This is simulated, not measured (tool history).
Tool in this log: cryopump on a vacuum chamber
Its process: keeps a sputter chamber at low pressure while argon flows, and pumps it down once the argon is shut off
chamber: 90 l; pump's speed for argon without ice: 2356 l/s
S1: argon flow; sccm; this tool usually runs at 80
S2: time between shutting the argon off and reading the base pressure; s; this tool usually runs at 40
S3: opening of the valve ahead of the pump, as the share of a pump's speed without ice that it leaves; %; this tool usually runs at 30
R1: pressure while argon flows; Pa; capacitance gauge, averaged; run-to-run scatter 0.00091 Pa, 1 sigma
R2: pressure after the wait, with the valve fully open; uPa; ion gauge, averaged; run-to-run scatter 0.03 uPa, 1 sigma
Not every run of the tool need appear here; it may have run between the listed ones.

| run | hour | S1 | S2 | S3 | R1 | R2 |
|---|---|---|---|---|---|---|
| 1 | 0 | 80 | 40 | 30 | 0.2059 | 1.56 |
| 2 | 48 | 80 | 40 | 50 | 0.1289 | 1.54 |
| 3 | 91.7 | 87 | 40 | 50 | 0.1398 | 1.59 |
| 4 | 157.3 | 80 | 40 | 30 | 0.2067 | 1.5 |
| 5 | 228.1 | 80 | 40 | 30 | 0.2063 | 1.61 |
| 6 | 301.1 | 80 | 40 | 30 | 0.2063 | 1.57 |
| 7 | 338.7 | 80 | 40 | 30 | 0.2077 | 1.56 |
| 8 | 379 | 80 | 40 | 30 | 0.2074 | 1.56 |
|  | 416.8 | pump warmed up, emptied and cooled again |
| 9 | 419.8 | 80 | 40 | 30 | 0.1908 | 1.5 |
| 10 | 498.1 | 80 | 40 | 30 | 0.1931 | 1.52 |
| 11 | 550 | 80 | 40 | 30 | 0.1925 | 1.48 |
| 12 | 622.9 | 80 | 40 | 30 | 0.1942 | 1.52 |
| 13 | 676.4 | 80 | 40 | 30 | 0.1929 | 1.51 |
| 14 | 732.4 | 64 | 40 | 30 | 0.1567 | 1.54 |
| 15 | 799.6 | 80 | 40 | 30 | 0.1956 | 1.53 |
| 16 | 878.6 | 80 | 40 | 30 | 0.1967 | 1.55 |
| 17 | 915 | 80 | 40 | 17 | 0.3427 | 1.58 |
| 18 | 966.7 | 122 | 218 | 28 | 0.318 | 0.47 |
| 19 | 1020.6 | 37 | 37 | 24 | 0.1142 | 1.67 |
| 20 | 1078.7 | 101 | 39 | 49 | 0.1564 | 1.57 |
| 21 | 1151.6 | 52 | 40 | 30 | 0.1287 | 1.6 |
| 22 | 1196.5 | 52 | 40 | 30 | 0.1308 | 1.52 |
| 23 | 1261.1 | 42 | 29 | 17 | 0.1811 | 2.06 |
| 24 | 1336.8 | 80 | 25 | 16 | 0.368 | 2.39 |
| 25 | 1390.4 | 55 | 166 | 23 | 0.1775 | 0.58 |
| 26 | 1428.6 | 75 | 40 | 39 | 0.148 | 1.56 |
| 27 | 1465.3 | 118 | 156 | 17 | 0.513 | 0.6 |
| 28 | 1515.3 | 101 | 177 | 30 | 0.2533 | 0.58 |
| 29 | 1579.6 | 101 | 177 | 30 | 0.2547 | 0.57 |
| 30 | 1628.9 | 64 | 177 | 22 | 0.2172 | 0.56 |
| 31 | 1711.1 | 80 | 49 | 59 | 0.1091 | 1.34 |
| 32 | 1765 | 80 | 49 | 59 | 0.1112 | 1.32 |
| 33 | 1805.2 | 33 | 27 | 29 | 0.0869 | 2.24 |
| 34 | 1859.4 | 49 | 115 | 29 | 0.1304 | 0.73 |

Alternative continuations, all from the tool just after run 34; predict every row:
| A | 1929.9 | 80 | 128 | 26 | ? | ? |
| B | 1929.9 | 76 | 246 | 19 | ? | ? |
| C | 1929.9 | 49 | 95 | 18 | ? | ? |
| D | 1929.9 | 80 | 40 | 21 | ? | ? |

| run | R1 | R2 |
|---|---|---|
| A | 0.2364 | 0.73 |
| B | 0.3011 | 0.49 |
| C | 0.203 | 0.84 |
| D | 0.2877 | 1.58 |
Without the tool's hidden state the same runs would have given:
| run | R1 | R2 |
|---|---|---|
| A | 0.2213 | 0.57 |
| B | 0.2867 | 0.33 |
| C | 0.1938 | 0.68 |
| D | 0.2726 | 1.42 |
